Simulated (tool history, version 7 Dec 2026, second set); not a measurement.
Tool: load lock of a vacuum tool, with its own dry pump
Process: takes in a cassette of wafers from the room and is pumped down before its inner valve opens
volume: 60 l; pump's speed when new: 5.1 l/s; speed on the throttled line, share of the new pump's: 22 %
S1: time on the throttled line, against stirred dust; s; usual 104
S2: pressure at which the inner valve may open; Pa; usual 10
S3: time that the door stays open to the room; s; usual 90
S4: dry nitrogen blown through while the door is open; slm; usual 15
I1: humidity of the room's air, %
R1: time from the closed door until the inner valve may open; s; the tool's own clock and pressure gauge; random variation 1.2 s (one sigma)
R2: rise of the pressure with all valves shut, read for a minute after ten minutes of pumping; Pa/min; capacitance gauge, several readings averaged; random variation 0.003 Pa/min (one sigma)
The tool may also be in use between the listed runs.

{"run": 1, "hour": 0.0, "S1": 104, "S2": 10, "S3": 90, "S4": 15, "I1": 44.9, "R1": 199.9, "R2": 0.044}
{"run": 2, "hour": 153.4, "S1": 104, "S2": 10, "S3": 90, "S4": 15, "I1": 49.0, "R1": 198.2, "R2": 0.05}
{"run": 3, "hour": 363.7, "S1": 104, "S2": 10, "S3": 90, "S4": 15, "I1": 43.0, "R1": 198.9, "R2": 0.057}
{"run": 4, "hour": 621.8, "S1": 104, "S2": 10, "S3": 90, "S4": 15, "I1": 40.9, "R1": 201.4, "R2": 0.067}
{"run": 5, "hour": 838.6, "S1": 104, "S2": 10, "S3": 90, "S4": 15, "I1": 46.5, "R1": 200.1, "R2": 0.066}
{"run": 6, "hour": 1086.3, "S1": 104, "S2": 10, "S3": 90, "S4": 15, "I1": 45.2, "R1": 202.1, "R2": 0.08}
{"run": 7, "hour": 1232.0, "S1": 104, "S2": 19, "S3": 90, "S4": 15, "I1": 48.4, "R1": 192.1, "R2": 0.09}
{"run": 8, "hour": 1475.6, "S1": 104, "S2": 10, "S3": 90, "S4": 15, "I1": 43.4, "R1": 201.9, "R2": 0.104}
{"run": 9, "hour": 1697.9, "S1": 104, "S2": 10, "S3": 90, "S4": 15, "I1": 41.9, "R1": 201.4, "R2": 0.107}
{"run": 10, "hour": 1919.4, "S1": 104, "S2": 10, "S3": 90, "S4": 15, "I1": 46.1, "R1": 201.1, "R2": 0.121}
{"run": 11, "hour": 2152.8, "S1": 104, "S2": 10, "S3": 90, "S4": 15, "I1": 43.3, "R1": 202.7, "R2": 0.133}
{"run": 12, "hour": 2285.6, "S1": 104, "S2": 10, "S3": 90, "S4": 15, "I1": 44.5, "R1": 202.5, "R2": 0.138}
{"run": 13, "hour": 2395.8, "S1": 104, "S2": 10, "S3": 90, "S4": 14, "I1": 46.1, "R1": 204.6, "R2": 0.15}
{"run": 14, "hour": 2608.0, "S1": 104, "S2": 10, "S3": 29, "S4": 14, "I1": 45.9, "R1": 202.9, "R2": 0.148}
{"run": 15, "hour": 2783.2, "S1": 104, "S2": 10, "S3": 90, "S4": 15, "I1": 44.1, "R1": 204.5, "R2": 0.166}
{"run": 16, "hour": 3031.6, "S1": 63, "S2": 10, "S3": 90, "S4": 15, "I1": 43.1, "R1": 172.9, "R2": 0.185}
{"run": 17, "hour": 3165.9, "S1": 63, "S2": 10, "S3": 90, "S4": 15, "I1": 45.4, "R1": 173.4, "R2": 0.191}
{"run": 18, "hour": 3426.9, "S1": 63, "S2": 10, "S3": 90, "S4": 15, "I1": 43.5, "R1": 176.6, "R2": 0.199}
{"run": 19, "hour": 3562.7, "S1": 104, "S2": 9, "S3": 90, "S4": 7, "I1": 45.8, "R1": 207.4, "R2": 0.222}
{"run": 20, "hour": 3759.6, "S1": 120, "S2": 9, "S3": 90, "S4": 7, "I1": 42.9, "R1": 221.1, "R2": 0.241}
{"run": 21, "hour": 3870.8, "S1": 120, "S2": 9, "S3": 90, "S4": 9, "I1": 44.7, "R1": 219.1, "R2": 0.247}
{"run": 22, "hour": 4084.6, "S1": 120, "S2": 9, "S3": 90, "S4": 9, "I1": 43.0, "R1": 220.6, "R2": 0.26}
{"run": 23, "hour": 4303.6, "S1": 64, "S2": 20, "S3": 161, "S4": 22, "I1": 45.3, "R1": 165.6, "R2": 0.27}
{"run": 24, "hour": 4571.6, "S1": 87, "S2": 10, "S3": 111, "S4": 5, "I1": 47.8, "R1": 195.3, "R2": 0.308}
{"run": 25, "hour": 4719.6, "S1": 110, "S2": 8, "S3": 37, "S4": 44, "I1": 49.5, "R1": 215.0, "R2": 0.292}
{"run": 26, "hour": 4871.4, "S1": 167, "S2": 15, "S3": 181, "S4": 15, "I1": 47.7, "R1": 251.1, "R2": 0.327}
{"run": 27, "hour": 5020.9, "S1": 76, "S2": 15, "S3": 181, "S4": 15, "I1": 45.7, "R1": 183.0, "R2": 0.336}
{"run": 28, "hour": 5235.4, "S1": 76, "S2": 17, "S3": 29, "S4": 15, "I1": 43.8, "R1": 181.3, "R2": 0.337}
{"run": 29, "hour": 5409.4, "S1": 76, "S2": 17, "S3": 29, "S4": 15, "I1": 48.7, "R1": 182.7, "R2": 0.359}
{"run": 30, "hour": 5670.9, "S1": 76, "S2": 17, "S3": 29, "S4": 15, "I1": 46.9, "R1": 182.5, "R2": 0.372}
{"run": 31, "hour": 5855.2, "S1": 76, "S2": 17, "S3": 29, "S4": 15, "I1": 41.5, "R1": 183.8, "R2": 0.391}
{"run": 32, "hour": 6074.2, "S1": 104, "S2": 14, "S3": 90, "S4": 8, "I1": 41.3, "R1": 204.8, "R2": 0.42}
{"run": 33, "hour": 6282.8, "S1": 104, "S2": 12, "S3": 73, "S4": 15, "I1": 42.2, "R1": 209.0, "R2": 0.444}
{"run": 34, "hour": 6537.3, "S1": 104, "S2": 10, "S3": 118, "S4": 15, "I1": 42.6, "R1": 211.8, "R2": 0.459}
{"hour": 6743.9, "done": "dry pump taken out, an overhauled one fitted"}
{"run": 35, "hour": 6755.7, "S1": 104, "S2": 10, "S3": 190, "S4": 28, "I1": 47.5, "R1": 193.0, "R2": 0.491}
{"run": 36, "hour": 6955.9, "S1": 104, "S2": 10, "S3": 90, "S4": 37, "I1": 48.7, "R1": 192.0, "R2": 0.502}

Some steps in R1 between neighbouring runs. How much of each would the tool show without its hidden state too (settings, what came in, random variation), and how much is left for the hidden state, with any gauge scatter that isn't in both results?
The hidden state here: pump's speed, % of a new pump's; leak at the door's seal, Pa l/s; drift of the gauge itself on ready_s, %; drift of the gauge itself on rise_pa_min, %.
Run 22 -> 23: S1 120 -> 64, S2 9 -> 20, S3 90 -> 161, S4 9 -> 22. R1 -55.0 s: hidden state +0.7, all else -55.7.
Run 25 -> 26: S1 110 -> 167, S2 8 -> 15, S3 37 -> 181, S4 44 -> 15. R1 +36.1 s: hidden state -3.3, all else +39.4.
Run 26 -> 27: S1 167 -> 76. R1 -68.1 s: hidden state +3.9, all else -72.0.
Run 34 -> 35: S3 118 -> 190, S4 15 -> 28, dry pump taken out, an overhauled one fitted. R1 -18.8 s: hidden state -19.6, all else +0.8.

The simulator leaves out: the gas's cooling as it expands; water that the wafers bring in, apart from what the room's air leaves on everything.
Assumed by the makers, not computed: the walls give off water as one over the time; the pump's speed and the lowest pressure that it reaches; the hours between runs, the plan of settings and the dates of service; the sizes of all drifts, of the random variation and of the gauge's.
